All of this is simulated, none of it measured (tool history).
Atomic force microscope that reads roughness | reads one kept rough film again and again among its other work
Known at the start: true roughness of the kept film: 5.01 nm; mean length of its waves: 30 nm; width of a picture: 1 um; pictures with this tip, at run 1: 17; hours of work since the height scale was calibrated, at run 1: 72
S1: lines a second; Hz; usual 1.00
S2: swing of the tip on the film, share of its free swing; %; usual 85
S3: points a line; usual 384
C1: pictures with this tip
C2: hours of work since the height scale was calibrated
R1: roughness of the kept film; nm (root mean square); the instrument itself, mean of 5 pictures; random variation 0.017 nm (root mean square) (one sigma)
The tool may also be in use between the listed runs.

run 1 hour=0.0 | S1=1.00 S2=85 S3=384 | C1=17 C2=72 | R1=4.005
run 2 hour=7.2 | S1=1.94 S2=85 S3=384 | C1=24 C2=75 | R1=3.676
run 3 hour=14.9 | S1=1.00 S2=87 S3=384 | C1=31 C2=79 | R1=4.000
run 4 hour=18.8 | S1=1.00 S2=87 S3=384 | C1=34 C2=81 | R1=3.976
run 5 hour=28.0 | S1=1.00 S2=87 S3=384 | C1=43 C2=86 | R1=3.994
run 6 hour=32.8 | S1=1.00 S2=87 S3=384 | C1=48 C2=89 | R1=3.992
run 7 hour=39.3 | S1=1.00 S2=85 S3=706 | C1=54 C2=92 | R1=4.024
run 8 hour=46.7 | S1=1.00 S2=85 S3=706 | C1=61 C2=96 | R1=4.046
run 9 hour=51.8 | S1=1.00 S2=60 S3=706 | C1=65 C2=99 | R1=4.361
run 10 hour=59.9 | S1=1.00 S2=60 S3=706 | C1=73 C2=103 | R1=4.396
run 11 hour=66.9 | S1=1.00 S2=60 S3=706 | C1=80 C2=107 | R1=4.377
run 12 hour=75.9 | S1=1.00 S2=85 S3=384 | C1=88 C2=111 | R1=4.034
run 13 hour=84.2 | S1=1.00 S2=85 S3=384 | C1=96 C2=116 | R1=4.001
run 14 hour=88.3 | S1=1.00 S2=85 S3=384 | C1=100 C2=118 | R1=4.013
run 15 hour=96.2 | S1=1.00 S2=85 S3=384 | C1=107 C2=122 | R1=3.998
run 16 hour=103.9 | S1=1.19 S2=85 S3=384 | C1=114 C2=126 | R1=3.930
run 17 hour=110.5 | S1=1.19 S2=85 S3=384 | C1=120 C2=129 | R1=3.930
run 18 hour=114.8 | S1=1.19 S2=85 S3=384 | C1=124 C2=132 | R1=3.965
run 19 hour=118.6 | S1=1.19 S2=85 S3=384 | C1=128 C2=134 | R1=3.975
-- hour=123.0 new tip fitted
run 20 hour=125.1 | S1=1.19 S2=85 S3=384 | C1=2 C2=137 | R1=3.946
run 21 hour=128.8 | S1=1.19 S2=85 S3=384 | C1=5 C2=139 | R1=3.933
run 22 hour=134.8 | S1=1.19 S2=85 S3=384 | C1=11 C2=142 | R1=3.936
run 23 hour=141.5 | S1=1.00 S2=85 S3=384 | C1=17 C2=145 | R1=4.049
run 24 hour=147.9 | S1=1.00 S2=85 S3=384 | C1=23 C2=149 | R1=4.034
run 25 hour=154.1 | S1=1.00 S2=85 S3=384 | C1=29 C2=152 | R1=4.016
run 26 hour=163.0 | S1=1.00 S2=88 S3=384 | C1=37 C2=157 | R1=3.981
run 27 hour=168.9 | S1=2.08 S2=78 S3=704 | C1=43 C2=160 | R1=3.859
run 28 hour=173.6 | S1=3.20 S2=85 S3=610 | C1=47 C2=162 | R1=3.333
run 29 hour=178.1 | S1=3.20 S2=85 S3=610 | C1=51 C2=165 | R1=3.341
run 30 hour=182.9 | S1=1.00 S2=76 S3=570 | C1=56 C2=167 | R1=4.175
run 31 hour=190.5 | S1=1.00 S2=76 S3=570 | C1=63 C2=171 | R1=4.180
run 32 hour=197.5 | S1=1.15 S2=60 S3=712 | C1=70 C2=175 | R1=4.378
run 33 hour=206.7 | S1=1.15 S2=60 S3=712 | C1=78 C2=180 | R1=4.329
run 34 hour=211.6 | S1=1.15 S2=60 S3=712 | C1=83 C2=182 | R1=4.364
run 35 hour=217.7 | S1=1.39 S2=85 S3=384 | C1=89 C2=185 | R1=3.864
run 36 hour=224.0 | S1=1.06 S2=74 S3=634 | C1=94 C2=189 | R1=4.202
run 37 hour=232.8 | S1=1.06 S2=74 S3=634 | C1=103 C2=193 | R1=4.218
run 38 hour=238.3 | S1=1.06 S2=74 S3=634 | C1=108 C2=196 | R1=4.243
run 39 hour=244.7 | S1=3.35 S2=63 S3=451 | C1=114 C2=199 | R1=4.006
run 40 hour=249.9 | S1=3.35 S2=63 S3=451 | C1=119 C2=202 | R1=4.052
run 41 hour=258.5 | S1=1.74 S2=73 S3=878 | C1=127 C2=207 | R1=4.082
-- hour=264.3 new tip fitted
run 42 hour=265.7 | S1=1.74 S2=73 S3=878 | C1=1 C2=210 | R1=4.097
run 43 hour=271.8 | S1=1.74 S2=73 S3=878 | C1=7 C2=213 | R1=4.081
run 44 hour=277.9 | S1=1.74 S2=73 S3=878 | C1=12 C2=217 | R1=4.091
run 45 hour=286.4 | S1=1.74 S2=73 S3=878 | C1=20 C2=221 | R1=4.093
run 46 hour=292.0 | S1=1.00 S2=67 S3=274 | C1=26 C2=224 | R1=4.280
run 47 hour=297.0 | S1=1.00 S2=67 S3=274 | C1=30 C2=227 | R1=4.259
run 48 hour=305.9 | S1=1.00 S2=67 S3=274 | C1=39 C2=231 | R1=4.272
run 49 hour=314.7 | S1=1.00 S2=67 S3=274 | C1=47 C2=236 | R1=4.293
run 50 hour=320.2 | S1=0.59 S2=72 S3=806 | C1=52 C2=239 | R1=4.345

Forecast each of these 5 alternatives for the next run:
run A hour=325.2 | S1=1.00 S2=85 S3=290 | C1=57 C2=241 | R1=?
run B hour=325.2 | S1=3.75 S2=72 S3=806 | C1=57 C2=241 | R1=?
run C hour=325.2 | S1=3.19 S2=68 S3=520 | C1=57 C2=241 | R1=?
run D hour=325.2 | S1=1.00 S2=85 S3=995 | C1=57 C2=241 | R1=?
run E hour=325.2 | S1=0.61 S2=86 S3=1005 | C1=57 C2=241 | R1=?

run=A R1=3.974
run=B R1=3.690
run=C R1=3.949
run=D R1=4.057
run=E R1=4.229
Without the tool's hidden state the same runs would have given:
run=A R1=3.981
run=B R1=3.697
run=C R1=3.956
run=D R1=4.064
run=E R1=4.236

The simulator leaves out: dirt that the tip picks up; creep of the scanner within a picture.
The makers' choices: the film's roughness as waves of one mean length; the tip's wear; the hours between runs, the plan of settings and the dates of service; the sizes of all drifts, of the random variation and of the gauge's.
